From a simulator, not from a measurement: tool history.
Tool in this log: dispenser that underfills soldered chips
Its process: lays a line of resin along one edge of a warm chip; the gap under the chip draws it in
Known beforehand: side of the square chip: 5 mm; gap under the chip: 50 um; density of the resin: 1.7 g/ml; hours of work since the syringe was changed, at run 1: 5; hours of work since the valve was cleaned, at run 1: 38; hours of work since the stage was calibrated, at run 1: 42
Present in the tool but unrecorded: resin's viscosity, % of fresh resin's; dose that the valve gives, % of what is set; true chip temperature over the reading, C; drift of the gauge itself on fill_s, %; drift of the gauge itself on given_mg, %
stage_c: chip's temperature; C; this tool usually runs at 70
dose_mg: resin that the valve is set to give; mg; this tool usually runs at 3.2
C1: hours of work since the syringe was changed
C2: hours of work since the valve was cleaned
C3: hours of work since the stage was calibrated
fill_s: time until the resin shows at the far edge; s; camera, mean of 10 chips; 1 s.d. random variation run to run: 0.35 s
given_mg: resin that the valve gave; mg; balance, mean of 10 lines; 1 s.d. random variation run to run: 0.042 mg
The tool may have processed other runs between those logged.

{"run": 1, "hour": 0.0, "stage_c": 70, "dose_mg": 3.2, "C1": 5, "C2": 38, "C3": 42, "fill_s": 20.9, "given_mg": 3.07}
{"run": 2, "hour": 3.7, "stage_c": 70, "dose_mg": 3.14, "C1": 8, "C2": 40, "C3": 44, "fill_s": 23.4, "given_mg": 2.97}
{"hour": 6.9, "done": "new syringe of resin"}
{"run": 3, "hour": 7.6, "stage_c": 70, "dose_mg": 3.14, "C1": 0, "C2": 42, "C3": 47, "fill_s": 18.8, "given_mg": 3}
{"run": 4, "hour": 9.8, "stage_c": 70, "dose_mg": 3.14, "C1": 2, "C2": 43, "C3": 48, "fill_s": 19.9, "given_mg": 2.96}
{"run": 5, "hour": 13.5, "stage_c": 70, "dose_mg": 2.76, "C1": 4, "C2": 46, "C3": 50, "fill_s": 21.7, "given_mg": 2.6}
{"run": 6, "hour": 18.4, "stage_c": 70, "dose_mg": 2.76, "C1": 7, "C2": 49, "C3": 53, "fill_s": 25.4, "given_mg": 2.63}
{"hour": 22.5, "done": "new syringe of resin"}
{"run": 7, "hour": 23.3, "stage_c": 70, "dose_mg": 2.76, "C1": 0, "C2": 51, "C3": 56, "fill_s": 19.2, "given_mg": 2.58}
{"run": 8, "hour": 27.1, "stage_c": 70, "dose_mg": 2.76, "C1": 3, "C2": 54, "C3": 58, "fill_s": 21.1, "given_mg": 2.58}
{"run": 9, "hour": 30.5, "stage_c": 70, "dose_mg": 2.76, "C1": 5, "C2": 56, "C3": 60, "fill_s": 22.3, "given_mg": 2.67}
{"run": 10, "hour": 34.3, "stage_c": 70, "dose_mg": 3.2, "C1": 7, "C2": 58, "C3": 63, "fill_s": 23.1, "given_mg": 3.02}
{"hour": 38.1, "done": "new syringe of resin"}
{"run": 11, "hour": 39.5, "stage_c": 70, "dose_mg": 3.2, "C1": 1, "C2": 61, "C3": 66, "fill_s": 18.3, "given_mg": 3.06}
{"run": 12, "hour": 43.3, "stage_c": 70, "dose_mg": 3.2, "C1": 3, "C2": 63, "C3": 68, "fill_s": 20.3, "given_mg": 2.95}
{"run": 13, "hour": 47.9, "stage_c": 70, "dose_mg": 3.6, "C1": 6, "C2": 66, "C3": 71, "fill_s": 21.8, "given_mg": 3.45}
{"run": 14, "hour": 52.0, "stage_c": 70, "dose_mg": 3.6, "C1": 8, "C2": 69, "C3": 73, "fill_s": 23.5, "given_mg": 3.36}
{"hour": 53.8, "done": "new syringe of resin"}
{"run": 15, "hour": 54.4, "stage_c": 70, "dose_mg": 3.6, "C1": 0, "C2": 70, "C3": 74, "fill_s": 18.3, "given_mg": 3.23}
{"run": 16, "hour": 56.7, "stage_c": 70, "dose_mg": 3.6, "C1": 2, "C2": 71, "C3": 76, "fill_s": 19, "given_mg": 3.33}
{"run": 17, "hour": 60.7, "stage_c": 70, "dose_mg": 3.6, "C1": 4, "C2": 74, "C3": 78, "fill_s": 21.2, "given_mg": 3.35}
{"run": 18, "hour": 64.5, "stage_c": 70, "dose_mg": 3.6, "C1": 6, "C2": 76, "C3": 81, "fill_s": 22.5, "given_mg": 3.31}
{"hour": 69.3, "done": "new syringe of resin"}
{"run": 19, "hour": 69.7, "stage_c": 70, "dose_mg": 4.07, "C1": 0, "C2": 79, "C3": 84, "fill_s": 18.3, "given_mg": 3.77}
{"run": 20, "hour": 73.4, "stage_c": 59, "dose_mg": 3.51, "C1": 3, "C2": 81, "C3": 86, "fill_s": 29.9, "given_mg": 3.17}
{"run": 21, "hour": 76.0, "stage_c": 74, "dose_mg": 3.42, "C1": 4, "C2": 83, "C3": 87, "fill_s": 18.3, "given_mg": 3.08}
{"run": 22, "hour": 79.5, "stage_c": 74, "dose_mg": 3.42, "C1": 6, "C2": 85, "C3": 90, "fill_s": 20.3, "given_mg": 3.17}
{"hour": 80.8, "done": "dispensing valve cleaned and set on the balance"}
{"run": 23, "hour": 84.8, "stage_c": 56, "dose_mg": 4.04, "C1": 9, "C2": 2, "C3": 92, "fill_s": 42.9, "given_mg": 4.04}
{"hour": 85.8, "done": "new syringe of resin"}
{"run": 24, "hour": 87.8, "stage_c": 79, "dose_mg": 3.53, "C1": 1, "C2": 4, "C3": 94, "fill_s": 14.1, "given_mg": 3.53}
{"run": 25, "hour": 92.5, "stage_c": 79, "dose_mg": 3.53, "C1": 4, "C2": 7, "C3": 97, "fill_s": 15.8, "given_mg": 3.49}
{"run": 26, "hour": 97.4, "stage_c": 57, "dose_mg": 3.75, "C1": 7, "C2": 10, "C3": 100, "fill_s": 37.9, "given_mg": 3.7}
{"run": 27, "hour": 99.6, "stage_c": 66, "dose_mg": 3.99, "C1": 8, "C2": 11, "C3": 101, "fill_s": 28, "given_mg": 3.92}
{"hour": 101.4, "done": "new syringe of resin"}
{"run": 28, "hour": 104.1, "stage_c": 71, "dose_mg": 3.56, "C1": 2, "C2": 14, "C3": 104, "fill_s": 18.3, "given_mg": 3.51}
{"run": 29, "hour": 107.9, "stage_c": 76, "dose_mg": 3.56, "C1": 4, "C2": 16, "C3": 106, "fill_s": 17.4, "given_mg": 3.57}
{"run": 30, "hour": 112.9, "stage_c": 75, "dose_mg": 2.97, "C1": 7, "C2": 19, "C3": 109, "fill_s": 19.8, "given_mg": 2.87}
{"hour": 117.1, "done": "new syringe of resin"}
{"run": 31, "hour": 118.3, "stage_c": 84, "dose_mg": 3.43, "C1": 1, "C2": 22, "C3": 112, "fill_s": 11.9, "given_mg": 3.38}
{"run": 32, "hour": 122.3, "stage_c": 60, "dose_mg": 4.06, "C1": 3, "C2": 25, "C3": 114, "fill_s": 29.6, "given_mg": 3.96}
{"run": 33, "hour": 124.7, "stage_c": 60, "dose_mg": 4.06, "C1": 5, "C2": 26, "C3": 116, "fill_s": 30.5, "given_mg": 4.04}
{"run": 34, "hour": 127.6, "stage_c": 74, "dose_mg": 3.49, "C1": 6, "C2": 28, "C3": 118, "fill_s": 19.7, "given_mg": 3.35}
{"run": 35, "hour": 132.2, "stage_c": 85, "dose_mg": 3.31, "C1": 9, "C2": 31, "C3": 120, "fill_s": 15.4, "given_mg": 3.16}
{"hour": 132.9, "done": "new syringe of resin"}
{"run": 36, "hour": 135.8, "stage_c": 70, "dose_mg": 3.77, "C1": 2, "C2": 33, "C3": 122, "fill_s": 19.2, "given_mg": 3.65}
{"run": 37, "hour": 140.2, "stage_c": 63, "dose_mg": 3.75, "C1": 4, "C2": 35, "C3": 125, "fill_s": 28.7, "given_mg": 3.62}

What differs in the tool's unlogged condition from the final listed run ahead of each entry between runs to the first listed run following it?
In the gap between runs 2 and 3: new syringe of resin (hour 6.9)
  resin's viscosity, % of fresh resin's: 129.6 -> 104.1; dose that the valve gives, % of what is set: 95.96 -> 95.75; true chip temperature over the reading, C: -0.61 -> -0.62
  difference, measured minus the result without the unlogged condition, fill_s: +6 -> +1.3 s; given_mg: -0.13 -> -0.13 mg
In the gap between runs 6 and 7: new syringe of resin (hour 22.5)
  resin's viscosity, % of fresh resin's: 131.1 -> 101.9; dose that the valve gives, % of what is set: 95.12 -> 94.83; true chip temperature over the reading, C: -0.67 -> -0.69
  difference, measured minus the result without the unlogged condition, fill_s: +6.8 -> +1.2 s; given_mg: -0.13 -> -0.14 mg
In the gap between runs 10 and 11: new syringe of resin (hour 38.1)
  resin's viscosity, % of fresh resin's: 128.9 -> 100.9; dose that the valve gives, % of what is set: 94.2 -> 93.91; true chip temperature over the reading, C: -0.74 -> -0.77
  difference, measured minus the result without the unlogged condition, fill_s: +5.9 -> +0.8 s; given_mg: -0.18 -> -0.2 mg
In the gap between runs 14 and 15: new syringe of resin (hour 53.8)
  resin's viscosity, % of fresh resin's: 131.9 -> 100.2; dose that the valve gives, % of what is set: 93.19 -> 93.07; true chip temperature over the reading, C: -0.82 -> -0.83
  difference, measured minus the result without the unlogged condition, fill_s: +6.5 -> +0.7 s; given_mg: -0.25 -> -0.25 mg
In the gap between runs 18 and 19: new syringe of resin (hour 69.3)
  resin's viscosity, % of fresh resin's: 124.3 -> 102.6; dose that the valve gives, % of what is set: 92.42 -> 92.13; true chip temperature over the reading, C: -0.87 -> -0.89
  difference, measured minus the result without the unlogged condition, fill_s: +5.1 -> +1.1 s; given_mg: -0.28 -> -0.32 mg
In the gap between runs 22 and 23: dispensing valve cleaned and set on the balance (hour 80.8)
  resin's viscosity, % of fresh resin's: 126.3 -> 138.7; dose that the valve gives, % of what is set: 91.53 -> 99.59; true chip temperature over the reading, C: -0.94 -> -0.96
  difference, measured minus the result without the unlogged condition, fill_s: +5 -> +13.1 s; given_mg: -0.3 -> -0.02 mg
In the gap between runs 23 and 24: new syringe of resin (hour 85.8)
  resin's viscosity, % of fresh resin's: 138.7 -> 104.2; dose that the valve gives, % of what is set: 99.59 -> 99.42; true chip temperature over the reading, C: -0.96 -> -0.97
  difference, measured minus the result without the unlogged condition, fill_s: +13.1 -> +1 s; given_mg: -0.02 -> -0.02 mg
In the gap between runs 27 and 28: new syringe of resin (hour 101.4)
  resin's viscosity, % of fresh resin's: 134 -> 105.1; dose that the valve gives, % of what is set: 98.7 -> 98.46; true chip temperature over the reading, C: -1.02 -> -1.04
  difference, measured minus the result without the unlogged condition, fill_s: +7.8 -> +1.6 s; given_mg: -0.05 -> -0.06 mg
In the gap between runs 30 and 31: new syringe of resin (hour 117.1)
  resin's viscosity, % of fresh resin's: 126.9 -> 101.8; dose that the valve gives, % of what is set: 97.93 -> 97.62; true chip temperature over the reading, C: -1.08 -> -1.1
  difference, measured minus the result without the unlogged condition, fill_s: +4.9 -> +0.7 s; given_mg: -0.06 -> -0.09 mg
In the gap between runs 35 and 36: new syringe of resin (hour 132.9)
  resin's viscosity, % of fresh resin's: 137.1 -> 107.6; dose that the valve gives, % of what is set: 96.75 -> 96.54; true chip temperature over the reading, C: -1.16 -> -1.18
  difference, measured minus the result without the unlogged condition, fill_s: +4.6 -> +2.1 s; given_mg: -0.1 -> -0.13 mg

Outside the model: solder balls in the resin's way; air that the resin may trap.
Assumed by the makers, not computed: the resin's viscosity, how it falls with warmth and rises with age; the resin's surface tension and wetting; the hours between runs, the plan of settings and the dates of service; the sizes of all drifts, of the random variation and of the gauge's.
